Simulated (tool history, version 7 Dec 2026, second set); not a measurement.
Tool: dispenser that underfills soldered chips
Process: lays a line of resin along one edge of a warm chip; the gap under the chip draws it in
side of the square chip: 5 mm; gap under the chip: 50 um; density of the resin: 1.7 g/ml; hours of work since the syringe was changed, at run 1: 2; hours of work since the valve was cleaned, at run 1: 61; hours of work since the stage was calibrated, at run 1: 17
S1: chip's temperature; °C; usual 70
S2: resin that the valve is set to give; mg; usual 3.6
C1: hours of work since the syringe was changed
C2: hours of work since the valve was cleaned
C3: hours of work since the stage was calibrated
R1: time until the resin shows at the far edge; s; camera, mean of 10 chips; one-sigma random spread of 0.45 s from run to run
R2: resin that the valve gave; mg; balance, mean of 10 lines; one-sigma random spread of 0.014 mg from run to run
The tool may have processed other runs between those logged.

Run 1, day 0: usual settings; C1 2; C2 61; C3 17. Result: R1 36.6 s, R2 3.48 mg.
Run 2, day 0.112: usual settings; C1 4; C2 63; C3 19. Result: R1 41.8 s, R2 3.43 mg.
Run 3, day 0.317: usual settings; C1 7; C2 67; C3 22. Result: R1 53.7 s, R2 3.44 mg.
At day 0.483: new syringe of resin.
Run 4, day 0.542: usual settings; C1 1; C2 71; C3 26. Result: R1 35.8 s, R2 3.43 mg.
Run 5, day 0.721: usual settings; C1 4; C2 74; C3 29. Result: R1 42.4 s, R2 3.41 mg.
Run 6, day 0.875: usual settings; C1 7; C2 77; C3 32. Result: R1 52.9 s, R2 3.44 mg.
At day 1.067: new syringe of resin.
Run 7, day 1.079: usual settings; C1 0; C2 80; C3 36. Result: R1 34.1 s, R2 3.42 mg.
Run 8, day 1.192: usual settings; C1 2; C2 82; C3 38. Result: R1 38.3 s, R2 3.42 mg.
Run 9, day 1.308: usual settings; C1 4; C2 85; C3 40. Result: R1 42.6 s, R2 3.42 mg.
Run 10, day 1.454: usual settings; C1 7; C2 87; C3 42. Result: R1 51.9 s, R2 3.38 mg.
At day 1.638: new syringe of resin.
Run 11, day 1.658: usual settings; C1 0; C2 91; C3 46. Result: R1 34.5 s, R2 3.41 mg.
Run 12, day 1.9: usual settings; C1 5; C2 95; C3 50. Result: R1 45.1 s, R2 3.4 mg.
Run 13, day 2.133: usual settings but S1 78 °C; C1 9; C2 99; C3 55. Result: R1 41 s, R2 3.39 mg.
At day 2.208: new syringe of resin.
Run 14, day 2.396: usual settings but S1 59 °C; C1 3; C2 104; C3 59. Result: R1 70.5 s, R2 3.39 mg.
Run 15, day 2.642: usual settings; C1 8; C2 108; C3 64. Result: R1 54.8 s, R2 3.38 mg.
At day 2.796: new syringe of resin.
Run 16, day 2.829: usual settings but S1 60 °C; C1 1; C2 111; C3 67. Result: R1 56.3 s, R2 3.38 mg.
Run 17, day 2.958: usual settings but S1 60 °C; C1 3; C2 114; C3 69. Result: R1 65.7 s, R2 3.36 mg.
Run 18, day 3.125: usual settings but S2 3.99 mg; C1 6; C2 117; C3 72. Result: R1 48.8 s, R2 3.7 mg.
Run 19, day 3.279: usual settings but S1 55 °C, S2 4.11 mg; C1 9; C2 120; C3 75. Result: R1 119.1 s, R2 3.82 mg.
At day 3.379: new syringe of resin.
Run 20, day 3.542: usual settings but S1 85 °C, S2 3.83 mg; C1 3; C2 124; C3 79. Result: R1 20.2 s, R2 3.54 mg.
Run 21, day 3.712: usual settings but S2 4.04 mg; C1 6; C2 127; C3 83. Result: R1 48.6 s, R2 3.73 mg.
At day 3.954: new syringe of resin.
Run 22, day 3.983: usual settings but S1 72 °C, S2 4.05 mg; C1 1; C2 132; C3 87. Result: R1 31.3 s, R2 3.72 mg.
Run 23, day 4.117: usual settings but S1 72 °C, S2 4.05 mg; C1 3; C2 134; C3 90. Result: R1 36.3 s, R2 3.74 mg.
Run 24, day 4.333: usual settings but S1 57 °C, S2 4.07 mg; C1 7; C2 138; C3 94. Result: R1 94.8 s, R2 3.69 mg.
Run 25, day 4.504: usual settings but S1 61 °C; C1 10; C2 141; C3 97. Result: R1 94.8 s, R2 3.27 mg.
At day 4.533: new syringe of resin.
Run 26, day 4.675: usual settings but S1 83 °C; C1 3; C2 144; C3 100. Result: R1 22.1 s, R2 3.27 mg.
Run 27, day 4.825: usual settings but S1 57 °C, S2 4.66 mg; C1 5; C2 147; C3 102. Result: R1 85.1 s, R2 4.25 mg.
At day 5.025: dispensing valve cleaned and set on the balance.
At day 5.146: new syringe of resin.
Run 28, day 5.15: usual settings but S1 61 °C, S2 3.39 mg; C1 0; C2 2; C3 107. Result: R1 51.7 s, R2 3.38 mg.
Run 29, day 5.383: usual settings but S1 61 °C, S2 3.39 mg; C1 4; C2 6; C3 111. Result: R1 66.5 s, R2 3.36 mg.
Run 30, day 5.567: usual settings but S1 82 °C, S2 3.36 mg; C1 8; C2 10; C3 115. Result: R1 31.3 s, R2 3.36 mg.
At day 5.712: new syringe of resin.
Run 31, day 5.85: usual settings but S1 61 °C, S2 3.56 mg; C1 2; C2 14; C3 120. Result: R1 57 s, R2 3.53 mg.
Run 32, day 6.112: usual settings but S1 61 °C, S2 3.56 mg; C1 7; C2 19; C3 124. Result: R1 78.2 s, R2 3.52 mg.
At day 6.279: new syringe of resin.
Run 33, day 6.304: usual settings but S1 61 °C, S2 3.56 mg; C1 0; C2 23; C3 128. Result: R1 50.6 s, R2 3.51 mg.
Run 34, day 6.454: usual settings but S1 61 °C, S2 3.56 mg; C1 3; C2 25; C3 130. Result: R1 60.1 s, R2 3.5 mg.
Run 35, day 6.575: usual settings but S2 3.7 mg; C1 5; C2 27; C3 133. Result: R1 44.1 s, R2 3.64 mg.
Run 36, day 6.75: usual settings but S1 78 °C, S2 3.2 mg; C1 9; C2 31; C3 136. Result: R1 38.9 s, R2 3.13 mg.

Branching from run 36: 3 alternative next runs. What would each branch give?
At day 6.854: new syringe of resin.
Run A, day 6.942: usual settings but S1 59 °C, S2 4.68 mg; C1 2; C2 34; C3 139. Result: R1 ?, R2 ?.
At day 6.854: new syringe of resin.
Run B, day 6.942: usual settings but S1 64 °C, S2 3.82 mg; C1 2; C2 34; C3 139. Result: R1 ?, R2 ?.
At day 6.854: new syringe of resin.
Run C, day 6.942: usual settings but S1 65 °C, S2 3.26 mg; C1 2; C2 34; C3 139. Result: R1 ?, R2 ?.

run    R1    R2
  A  57.6  4.57
  B  46.9  3.75
  C  45.1  3.22
With no hidden state in the tool, these same runs would have given:
run    R1    R2
  A  55.8  4.67
  B  45.3  3.83
  C  43.4  3.29
